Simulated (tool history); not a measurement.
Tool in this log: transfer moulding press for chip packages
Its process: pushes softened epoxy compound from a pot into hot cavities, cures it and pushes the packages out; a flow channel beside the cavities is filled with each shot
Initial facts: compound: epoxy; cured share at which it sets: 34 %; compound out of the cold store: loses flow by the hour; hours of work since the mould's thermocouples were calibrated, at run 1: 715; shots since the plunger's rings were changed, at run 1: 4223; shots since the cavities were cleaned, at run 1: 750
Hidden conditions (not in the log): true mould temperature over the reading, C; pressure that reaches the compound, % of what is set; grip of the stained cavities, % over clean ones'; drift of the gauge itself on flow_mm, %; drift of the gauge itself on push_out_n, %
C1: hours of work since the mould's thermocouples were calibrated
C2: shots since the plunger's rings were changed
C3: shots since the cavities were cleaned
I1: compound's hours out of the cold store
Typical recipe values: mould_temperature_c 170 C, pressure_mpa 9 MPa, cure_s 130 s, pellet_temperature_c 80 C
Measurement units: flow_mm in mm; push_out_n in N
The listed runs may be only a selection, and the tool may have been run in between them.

Run 1, day 0: usual settings; C1 715; C2 4223; C3 750; I1 30. Result: flow_mm 969 mm, push_out_n 277 N.
At day 1.146: cavities cleaned with cleaning compound and waxed.
Run 2, day 2.142: usual settings but cure_s 141 s; C1 738; C2 4568; C3 165; I1 20.4. Result: flow_mm 1004 mm, push_out_n 272 N.
Run 3, day 4.2: usual settings; C1 761; C2 4910; C3 507; I1 36.7. Result: flow_mm 942 mm, push_out_n 291 N.
Run 4, day 5.125: usual settings; C1 771; C2 5063; C3 660; I1 38.1. Result: flow_mm 934 mm, push_out_n 276 N.
At day 6.071: mould's thermocouples calibrated.
Run 5, day 6.558: usual settings but pellet_temperature_c 75 C; C1 5; C2 5287; C3 884; I1 20. Result: flow_mm 1006 mm, push_out_n 279 N.
At day 6.888: cavities cleaned with cleaning compound and waxed.
Run 6, day 7.838: usual settings but pellet_temperature_c 75 C; C1 19; C2 5489; C3 158; I1 27.1. Result: flow_mm 973 mm, push_out_n 276 N.
Run 7, day 9.662: usual settings but pellet_temperature_c 75 C; C1 39; C2 5792; C3 461; I1 27.8. Result: flow_mm 974 mm, push_out_n 276 N.
Run 8, day 10.629: usual settings but pellet_temperature_c 75 C; C1 50; C2 5952; C3 621; I1 34.7. Result: flow_mm 950 mm, push_out_n 285 N.
At day 10.871: plunger's sealing rings changed.
At day 12.646: cavities cleaned with cleaning compound and waxed.
Run 9, day 12.854: usual settings; C1 72; C2 319; C3 34; I1 35.9. Result: flow_mm 949 mm, push_out_n 266 N.
Run 10, day 14.579: usual settings; C1 92; C2 606; C3 321; I1 13.9. Result: flow_mm 1022 mm, push_out_n 287 N.
Run 11, day 16.438: usual settings but mould_temperature_c 177 C; C1 112; C2 914; C3 629; I1 35.9. Result: flow_mm 905 mm, push_out_n 275 N.
At day 18.317: cavities cleaned with cleaning compound and waxed.
Run 12, day 18.362: usual settings but mould_temperature_c 177 C; C1 133; C2 1223; C3 7; I1 15.7. Result: flow_mm 978 mm, push_out_n 260 N.
Run 13, day 19.712: usual settings but cure_s 126 s; C1 148; C2 1447; C3 231; I1 30.7. Result: flow_mm 963 mm, push_out_n 279 N.
Run 14, day 21: usual settings but cure_s 135 s; C1 162; C2 1660; C3 444; I1 11.2. Result: flow_mm 1033 mm, push_out_n 273 N.
Run 15, day 23.1: usual settings but cure_s 114 s, pellet_temperature_c 73 C; C1 185; C2 2010; C3 794; I1 47.3. Result: flow_mm 909 mm, push_out_n 319 N.
At day 23.988: cavities cleaned with cleaning compound and waxed.
Run 16, day 24.467: usual settings but mould_temperature_c 172 C, pressure_mpa 7.04 MPa, cure_s 131 s, pellet_temperature_c 88 C; C1 200; C2 2226; C3 80; I1 24.7. Result: flow_mm 856 mm, push_out_n 267 N.
Run 17, day 25.367: usual settings but mould_temperature_c 172 C, pressure_mpa 7.04 MPa, cure_s 131 s, pellet_temperature_c 88 C; C1 210; C2 2375; C3 229; I1 41.9. Result: flow_mm 804 mm, push_out_n 278 N.
Run 18, day 26.767: usual settings but mould_temperature_c 172 C, pressure_mpa 7.04 MPa, cure_s 131 s, pellet_temperature_c 88 C; C1 225; C2 2608; C3 462; I1 25.1. Result: flow_mm 855 mm, push_out_n 268 N.
Run 19, day 28.296: usual settings but mould_temperature_c 178 C, cure_s 168 s; C1 242; C2 2861; C3 715; I1 24.9. Result: flow_mm 935 mm, push_out_n 260 N.
At day 29.7: cavities cleaned with cleaning compound and waxed.
Run 20, day 30.362: usual settings but mould_temperature_c 178 C, cure_s 168 s; C1 264; C2 3194; C3 110; I1 40.9. Result: flow_mm 884 mm, push_out_n 253 N.
Run 21, day 31.879: usual settings but mould_temperature_c 169 C; C1 281; C2 3446; C3 362; I1 21.4. Result: flow_mm 1004 mm, push_out_n 283 N.
Run 22, day 33.071: usual settings but mould_temperature_c 178 C, cure_s 145 s; C1 294; C2 3644; C3 560; I1 16.8. Result: flow_mm 958 mm, push_out_n 267 N.
Run 23, day 33.958: usual settings but mould_temperature_c 178 C, cure_s 145 s; C1 304; C2 3791; C3 707; I1 23. Result: flow_mm 944 mm, push_out_n 263 N.
At day 35.412: cavities cleaned with cleaning compound and waxed.
Run 24, day 35.971: usual settings but mould_temperature_c 178 C, cure_s 145 s; C1 325; C2 4115; C3 93; I1 22.9. Result: flow_mm 946 mm, push_out_n 267 N.
Run 25, day 37.821: usual settings but cure_s 136 s, pellet_temperature_c 76 C; C1 346; C2 4422; C3 400; I1 33.2. Result: flow_mm 956 mm, push_out_n 276 N.
Run 26, day 39.233: usual settings but mould_temperature_c 175 C, pressure_mpa 9.65 MPa, cure_s 122 s, pellet_temperature_c 87 C; C1 362; C2 4656; C3 634; I1 24.2. Result: flow_mm 987 mm, push_out_n 265 N.
Run 27, day 40.404: usual settings but mould_temperature_c 175 C, pressure_mpa 9.65 MPa, cure_s 122 s, pellet_temperature_c 87 C; C1 375; C2 4850; C3 828; I1 27.9. Result: flow_mm 974 mm, push_out_n 258 N.
At day 41.221: cavities cleaned with cleaning compound and waxed.
Run 28, day 42.029: usual settings but mould_temperature_c 173 C, pressure_mpa 9.02 MPa, cure_s 122 s, pellet_temperature_c 83 C; C1 392; C2 5110; C3 135; I1 46.8. Result: flow_mm 894 mm, push_out_n 273 N.

What if the next run were any one of these 4? Each begins from the tool's condition after run 28:
Run A, day 43.154: usual settings but mould_temperature_c 174 C, pressure_mpa 9.35 MPa, pellet_temperature_c 81 C; C1 404; C2 5296; C3 321; I1 38.5. Result: flow_mm ?, push_out_n ?.
Run B, day 43.154: usual settings but pressure_mpa 8.51 MPa, pellet_temperature_c 75 C; C1 404; C2 5296; C3 321; I1 45.7. Result: flow_mm ?, push_out_n ?.
Run C, day 43.154: usual settings but mould_temperature_c 169 C, pressure_mpa 7.88 MPa; C1 404; C2 5296; C3 321; I1 19.4. Result: flow_mm ?, push_out_n ?.
Run D, day 43.154: usual settings but cure_s 163 s; C1 404; C2 5296; C3 321; I1 29.3. Result: flow_mm ?, push_out_n ?.

run  flow_mm  push_out_n
  A      933         264
  B      892         279
  C      945         299
  D      965         283
What these runs would have given with no unlogged condition in the tool:
run  flow_mm  push_out_n
  A      933         263
  B      892         278
  C      946         297
  D      965         282
